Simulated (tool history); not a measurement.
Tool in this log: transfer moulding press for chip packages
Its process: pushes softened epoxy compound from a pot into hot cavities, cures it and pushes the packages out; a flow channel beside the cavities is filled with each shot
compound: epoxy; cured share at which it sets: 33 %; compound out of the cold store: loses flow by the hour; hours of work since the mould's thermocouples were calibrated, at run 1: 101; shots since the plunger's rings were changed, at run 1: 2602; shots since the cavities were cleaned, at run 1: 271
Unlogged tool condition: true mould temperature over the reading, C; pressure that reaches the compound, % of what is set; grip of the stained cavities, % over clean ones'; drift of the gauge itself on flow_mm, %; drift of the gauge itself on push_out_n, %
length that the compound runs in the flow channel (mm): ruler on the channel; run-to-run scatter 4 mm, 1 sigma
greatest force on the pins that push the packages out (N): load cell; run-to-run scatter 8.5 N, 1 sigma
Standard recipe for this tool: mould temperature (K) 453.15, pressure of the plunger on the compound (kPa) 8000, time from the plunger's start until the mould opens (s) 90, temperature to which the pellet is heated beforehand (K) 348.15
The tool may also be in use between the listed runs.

| run | day | mould temperature (K) | pressure of the plunger on the compound (kPa) | time from the plunger's start until the mould opens (s) | temperature to which the pellet is heated beforehand (K) | hours of work since the mould's thermocouples were calibrated | shots since the plunger's rings were changed | shots since the cavities were cleaned | incoming compound's hours out of the cold store | length that the compound runs in the flow channel (mm) | greatest force on the pins that push the packages out (N) |
|---|---|---|---|---|---|---|---|---|---|---|---|
| 1 | 0.000 | 453.15 | 8000 | 90 | 348.15 | 101 | 2602 | 271 | 35.2 | 562 | 379 |
| 2 | 0.321 | 453.15 | 8000 | 90 | 348.15 | 106 | 2707 | 376 | 28.6 | 573 | 381 |
|  | 0.500 | cavities cleaned with cleaning compound and waxed |
| 3 | 0.567 | 453.15 | 8000 | 90 | 348.15 | 109 | 2767 | 21 | 17.9 | 602 | 385 |
| 4 | 0.879 | 453.15 | 8000 | 90 | 348.15 | 115 | 2870 | 124 | 42.4 | 544 | 370 |
| 5 | 1.146 | 453.15 | 8000 | 90 | 348.15 | 119 | 2958 | 212 | 8.8 | 622 | 386 |
| 6 | 1.362 | 453.15 | 8000 | 90 | 348.15 | 123 | 3029 | 283 | 17.4 | 600 | 385 |
| 7 | 1.650 | 453.15 | 8000 | 90 | 348.15 | 127 | 3123 | 377 | 20.7 | 583 | 404 |
|  | 1.838 | cavities cleaned with cleaning compound and waxed |
| 8 | 2.075 | 450.15 | 8000 | 90 | 348.15 | 133 | 3243 | 78 | 33.1 | 578 | 431 |
| 9 | 2.346 | 450.15 | 8000 | 90 | 348.15 | 138 | 3332 | 167 | 14.7 | 616 | 460 |
| 10 | 2.554 | 450.15 | 8000 | 90 | 348.15 | 141 | 3401 | 236 | 18.3 | 604 | 442 |
| 11 | 2.917 | 450.15 | 8000 | 90 | 348.15 | 147 | 3520 | 355 | 14.0 | 618 | 447 |
|  | 3.162 | cavities cleaned with cleaning compound and waxed |
| 12 | 3.321 | 450.15 | 8000 | 90 | 348.15 | 153 | 3632 | 52 | 11.4 | 625 | 446 |
| 13 | 3.658 | 459.15 | 8070 | 90 | 348.15 | 158 | 3742 | 162 | 14.1 | 596 | 330 |
| 14 | 3.858 | 452.15 | 8950 | 96 | 349.15 | 162 | 3808 | 228 | 26.1 | 617 | 356 |
| 15 | 4.125 | 456.15 | 6440 | 120 | 341.15 | 166 | 3896 | 316 | 41.0 | 482 | 320 |
| 16 | 4.321 | 458.15 | 8000 | 90 | 348.15 | 169 | 3960 | 380 | 17.4 | 594 | 328 |
|  | 4.479 | cavities cleaned with cleaning compound and waxed |
| 17 | 4.558 | 458.15 | 8720 | 89 | 358.15 | 172 | 4018 | 26 | 42.0 | 554 | 320 |
| 18 | 4.746 | 458.15 | 8720 | 89 | 358.15 | 175 | 4079 | 87 | 27.1 | 591 | 329 |

Run 19 has not been measured yet. What should we expect?
| 19 | 5.071 | 449.15 | 6340 | 90 | 354.15 | 181 | 4187 | 195 | 46.9 | ? | ? |

Run 19 gave length that the compound runs in the flow channel (mm) 476, greatest force on the pins that push the packages out (N) 444.
Minus the tool's unlogged condition, the same run would have read length that the compound runs in the flow channel (mm) 477, greatest force on the pins that push the packages out (N) 442.
